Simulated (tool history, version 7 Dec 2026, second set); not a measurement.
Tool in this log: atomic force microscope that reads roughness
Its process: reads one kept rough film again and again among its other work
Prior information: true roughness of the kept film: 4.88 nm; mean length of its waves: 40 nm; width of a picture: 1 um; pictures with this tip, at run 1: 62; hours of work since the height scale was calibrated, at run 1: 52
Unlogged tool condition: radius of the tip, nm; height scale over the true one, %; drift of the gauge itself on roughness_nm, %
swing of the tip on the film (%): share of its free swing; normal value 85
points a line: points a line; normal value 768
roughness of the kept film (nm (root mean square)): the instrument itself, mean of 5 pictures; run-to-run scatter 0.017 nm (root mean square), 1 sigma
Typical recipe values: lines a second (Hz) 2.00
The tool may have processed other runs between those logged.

run	hour	lines a second (Hz)	swing of the tip on the film (%)	points a line	pictures with this tip	hours of work since the height scale was calibrated	roughness of the kept film (nm (root mean square))
1	0.0	2.00	85	768	62	52	3.997
2	23.7	2.00	85	768	95	63	3.977
3	44.2	2.00	85	768	124	73	3.929
4	56.9	2.00	85	271	142	78	3.899
5	73.6	2.00	85	271	165	86	3.885
6	86.8	2.00	85	560	184	92	3.875
7	107.3	2.00	69	768	213	101	4.103
8	122.9	2.00	69	351	235	108	4.044
9	136.3	2.00	85	768	254	115	3.772
10	154.2	2.00	85	768	279	123	3.758
11	166.1	2.00	85	768	296	128	3.783
12	191.9	2.00	85	298	333	140	3.685
13	216.2	2.00	85	768	367	151	3.695
# hour 232.5: new tip fitted
14	236.8	2.00	85	768	6	160	4.053
15	249.9	1.34	85	768	25	166	4.189
16	271.7	1.34	85	768	56	176	4.164
17	283.8	0.67	85	768	73	182	4.295
18	300.1	2.00	85	768	96	189	3.992
19	324.2	0.69	85	768	130	200	4.247
20	344.0	2.00	85	310	158	209	3.867
21	364.2	2.00	85	509	186	218	3.832
# hour 366.9: height scale calibrated on a step standard
22	384.5	2.00	85	509	214	8	3.856
23	396.8	2.00	85	509	231	14	3.807
24	409.1	2.00	85	287	248	19	3.788
# hour 414.7: height scale calibrated on a step standard, once more
25	424.6	2.00	77	347	269	5	3.914
26	444.3	2.00	77	347	297	14	3.857
27	460.3	0.53	67	799	319	21	4.149
28	484.0	3.68	66	799	353	32	3.845
29	500.7	3.68	71	295	376	39	3.689
# hour 511.3: new tip fitted
30	521.2	1.56	74	378	14	48	4.321
31	531.6	2.47	74	973	28	53	4.190
32	555.3	2.47	74	973	62	64	4.149
33	571.1	2.47	83	429	84	71	3.898
34	587.2	0.74	83	603	107	78	4.240
35	601.5	2.77	56	358	127	85	4.288
36	623.0	2.77	56	358	158	95	4.243
37	634.6	2.77	56	358	174	100	4.212
38	649.5	2.77	56	358	195	107	4.181
39	664.4	1.01	56	640	216	114	4.265
40	676.4	0.96	85	934	233	119	4.070
41	702.3	1.90	68	346	270	131	4.012
42	724.9	2.35	84	346	302	141	3.702
43	739.7	1.21	85	768	322	148	3.886
44	764.0	1.21	85	768	357	159	3.853
45	781.6	2.24	68	768	382	167	3.886
# hour 787.9: new tip fitted
46	805.1	0.55	60	597	24	178	4.501
47	821.7	2.00	70	469	48	185	4.282

Measured less the same run without the tool's hidden state. The same run-to-run variation is in both; the gauge's scatter may not be:
run	roughness of the kept film (nm (root mean square))
1	-0.072
2	-0.110
3	-0.141
4	-0.161
5	-0.188
6	-0.209
7	-0.255
8	-0.277
9	-0.279
10	-0.308
11	-0.330
12	-0.360
13	-0.399
14	-0.024
15	-0.048
16	-0.085
17	-0.105
18	-0.124
19	-0.175
20	-0.192
21	-0.220
22	-0.252
23	-0.269
24	-0.285
25	-0.315
26	-0.340
27	-0.391
28	-0.400
29	-0.411
30	-0.035
31	-0.053
32	-0.088
33	-0.106
34	-0.145
35	-0.172
36	-0.207
37	-0.225
38	-0.250
39	-0.281
40	-0.289
41	-0.327
42	-0.334
43	-0.372
44	-0.407
45	-0.439
46	-0.037
47	-0.064

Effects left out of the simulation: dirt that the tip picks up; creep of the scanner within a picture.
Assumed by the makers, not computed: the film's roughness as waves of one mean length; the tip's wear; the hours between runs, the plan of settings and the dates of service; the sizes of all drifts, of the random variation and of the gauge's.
